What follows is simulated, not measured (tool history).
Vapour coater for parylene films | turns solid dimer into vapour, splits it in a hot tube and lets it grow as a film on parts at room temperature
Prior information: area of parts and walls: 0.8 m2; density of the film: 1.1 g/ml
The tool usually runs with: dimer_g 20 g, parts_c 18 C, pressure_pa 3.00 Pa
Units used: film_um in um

| run | hour | dimer_g | parts_c | pressure_pa | film_um |
|---|---|---|---|---|---|
| 1 | 0.0 | 20 | 18 | 3.00 | 12.88 |
| 2 | 51.8 | 20 | 18 | 3.00 | 12.90 |
| 3 | 99.6 | 13 | 18 | 3.00 | 8.38 |
|  | 126.6 | trap's valve overhauled |
| 4 | 152.0 | 13 | 18 | 3.00 | 8.49 |
| 5 | 190.6 | 13 | 18 | 3.00 | 8.42 |
| 6 | 243.7 | 20 | 18 | 11.17 | 9.44 |
| 7 | 281.5 | 20 | 18 | 9.48 | 10.06 |
| 8 | 328.7 | 20 | 18 | 9.48 | 10.01 |
| 9 | 375.1 | 20 | 18 | 9.48 | 10.08 |
|  | 424.7 | trap's valve overhauled |
| 10 | 425.5 | 20 | 13 | 2.49 | 16.36 |
| 11 | 489.0 | 20 | 18 | 3.29 | 12.73 |
| 12 | 560.8 | 20 | 18 | 3.52 | 12.72 |
| 13 | 637.4 | 20 | 18 | 3.52 | 12.71 |

Each row is a separate what-if for the run after 13, all from the same tool condition, not one after another. Results?
| A | 686.6 | 9 | 22 | 3.00 | ? |
| B | 686.6 | 20 | 29 | 3.68 | ? |
| C | 686.6 | 9 | 26 | 5.18 | ? |
| D | 686.6 | 8 | 18 | 3.00 | ? |

| run | film_um |
|---|---|
| A | 5.11 |
| B | 8.29 |
| C | 3.87 |
| D | 5.13 |
With no hidden state in the tool, these same runs would have given:
| run | film_um |
|---|---|
| A | 5.13 |
| B | 8.32 |
| C | 3.88 |
| D | 5.14 |
